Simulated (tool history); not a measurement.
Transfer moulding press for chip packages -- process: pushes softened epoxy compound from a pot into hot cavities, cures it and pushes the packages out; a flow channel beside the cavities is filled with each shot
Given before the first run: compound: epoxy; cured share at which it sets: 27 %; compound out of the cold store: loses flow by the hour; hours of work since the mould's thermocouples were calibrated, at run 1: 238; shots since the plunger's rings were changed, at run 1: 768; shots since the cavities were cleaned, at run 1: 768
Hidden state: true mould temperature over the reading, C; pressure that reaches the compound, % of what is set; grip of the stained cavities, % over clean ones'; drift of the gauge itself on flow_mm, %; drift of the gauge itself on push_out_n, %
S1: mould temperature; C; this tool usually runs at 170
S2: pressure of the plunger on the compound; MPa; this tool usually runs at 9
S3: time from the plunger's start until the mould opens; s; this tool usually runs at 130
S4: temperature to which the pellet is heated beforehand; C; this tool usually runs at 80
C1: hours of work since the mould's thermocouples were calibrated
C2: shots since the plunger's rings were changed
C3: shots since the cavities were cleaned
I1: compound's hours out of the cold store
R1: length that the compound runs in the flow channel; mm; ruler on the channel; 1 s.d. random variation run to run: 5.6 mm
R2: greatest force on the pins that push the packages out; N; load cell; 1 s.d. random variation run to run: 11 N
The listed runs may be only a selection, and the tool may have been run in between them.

run 1 hour=0 | S1=170 S2=9 S3=130 S4=80 | C1=238 C2=768 C3=768 | I1=14.8 | R1=847 R2=756
run 2 hour=28.5 | S1=173 S2=9 S3=130 S4=80 | C1=259 C2=1046 C3=1046 | I1=10.3 | R1=855 R2=743
-- hour=37 cavities cleaned with cleaning compound and waxed
run 3 hour=55.9 | S1=173 S2=9 S3=130 S4=80 | C1=277 C2=1298 C3=183 | I1=26 | R1=773 R2=864
run 4 hour=75.3 | S1=173 S2=9 S3=130 S4=80 | C1=291 C2=1488 C3=373 | I1=20.3 | R1=795 R2=890
run 5 hour=98.4 | S1=173 S2=9 S3=130 S4=80 | C1=307 C2=1713 C3=598 | I1=29.1 | R1=744 R2=903
run 6 hour=124.9 | S1=173 S2=9 S3=130 S4=80 | C1=326 C2=1972 C3=857 | I1=41.5 | R1=693 R2=873
run 7 hour=145.6 | S1=173 S2=9 S3=130 S4=80 | C1=341 C2=2175 C3=1060 | I1=16.3 | R1=816 R2=889
-- hour=152.4 cavities cleaned with cleaning compound and waxed
-- hour=156.7 mould's thermocouples calibrated
run 8 hour=180.3 | S1=173 S2=9 S3=130 S4=80 | C1=17 C2=2480 C3=254 | I1=30.9 | R1=739 R2=591
run 9 hour=197.5 | S1=173 S2=9 S3=130 S4=80 | C1=29 C2=2647 C3=421 | I1=27.4 | R1=753 R2=605
-- hour=221.6 cavities cleaned with cleaning compound and waxed, once more
run 10 hour=225.9 | S1=173 S2=9 S3=158 S4=80 | C1=48 C2=2910 C3=42 | I1=16.3 | R1=798 R2=430
run 11 hour=243.2 | S1=173 S2=9 S3=158 S4=80 | C1=61 C2=3079 C3=211 | I1=42.7 | R1=677 R2=499
run 12 hour=273.5 | S1=173 S2=9 S3=158 S4=80 | C1=82 C2=3375 C3=507 | I1=45.9 | R1=661 R2=599
run 13 hour=303.3 | S1=173 S2=9 S3=158 S4=80 | C1=104 C2=3665 C3=797 | I1=46.1 | R1=652 R2=642
run 14 hour=321.4 | S1=173 S2=9 S3=158 S4=80 | C1=117 C2=3842 C3=974 | I1=38.1 | R1=690 R2=667
-- hour=329.3 plunger's sealing rings changed
-- hour=341.2 cavities cleaned with cleaning compound and waxed
run 15 hour=344.1 | S1=173 S2=9 S3=158 S4=80 | C1=130 C2=130 C3=29 | I1=43.9 | R1=709 R2=427
run 16 hour=373.9 | S1=166 S2=9.57 S3=138 S4=80 | C1=151 C2=421 C3=320 | I1=18 | R1=872 R2=727
run 17 hour=387.4 | S1=166 S2=9.57 S3=138 S4=80 | C1=161 C2=553 C3=452 | I1=25.2 | R1=836 R2=748
run 18 hour=403 | S1=169 S2=9.57 S3=134 S4=70 | C1=172 C2=705 C3=604 | I1=12.2 | R1=899 R2=746
run 19 hour=419.6 | S1=164 S2=7.99 S3=124 S4=70 | C1=184 C2=868 C3=767 | I1=34.3 | R1=729 R2=1160
run 20 hour=434.8 | S1=171 S2=10.89 S3=130 S4=80 | C1=195 C2=1016 C3=915 | I1=32.7 | R1=821 R2=766
-- hour=456.8 cavities cleaned with cleaning compound and waxed
run 21 hour=461.4 | S1=175 S2=8.49 S3=127 S4=84 | C1=213 C2=1261 C3=45 | I1=36.9 | R1=708 R2=464
run 22 hour=487.6 | S1=175 S2=8.34 S3=127 S4=84 | C1=231 C2=1516 C3=300 | I1=34.8 | R1=693 R2=555
run 23 hour=504.1 | S1=175 S2=8.34 S3=127 S4=84 | C1=243 C2=1678 C3=462 | I1=34.7 | R1=701 R2=603
run 24 hour=532.4 | S1=162 S2=9.11 S3=127 S4=70 | C1=263 C2=1954 C3=738 | I1=18.6 | R1=852 R2=1380
run 25 hour=557.2 | S1=162 S2=9.11 S3=127 S4=70 | C1=281 C2=2196 C3=980 | I1=37.9 | R1=750 R2=1325
-- hour=572.9 cavities cleaned with cleaning compound and waxed
run 26 hour=580.7 | S1=162 S2=8.69 S3=127 S4=80 | C1=297 C2=2411 C3=77 | I1=47.5 | R1=680 R2=849
run 27 hour=595.8 | S1=162 S2=8.69 S3=127 S4=80 | C1=307 C2=2558 C3=224 | I1=40.6 | R1=720 R2=985
run 28 hour=619.7 | S1=170 S2=9 S3=114 S4=80 | C1=325 C2=2792 C3=458 | I1=43.5 | R1=686 R2=817

3 ways to go on from here, each from the tool as it stands after run 28. What would each give?
run A hour=646.6 | S1=170 S2=8.65 S3=130 S4=89 | C1=344 C2=3055 C3=721 | I1=40.9 | R1=? R2=?
run B hour=646.6 | S1=170 S2=7.74 S3=130 S4=72 | C1=344 C2=3055 C3=721 | I1=18.4 | R1=? R2=?
run C hour=646.6 | S1=169 S2=9 S3=157 S4=83 | C1=344 C2=3055 C3=721 | I1=43 | R1=? R2=?

run=A R1=686 R2=734
run=B R1=743 R2=782
run=C R1=696 R2=646
Take away the tool's hidden state, keep each run's random variation, and the runs would have read:
run=A R1=720 R2=471
run=B R1=780 R2=502
run=C R1=731 R2=418
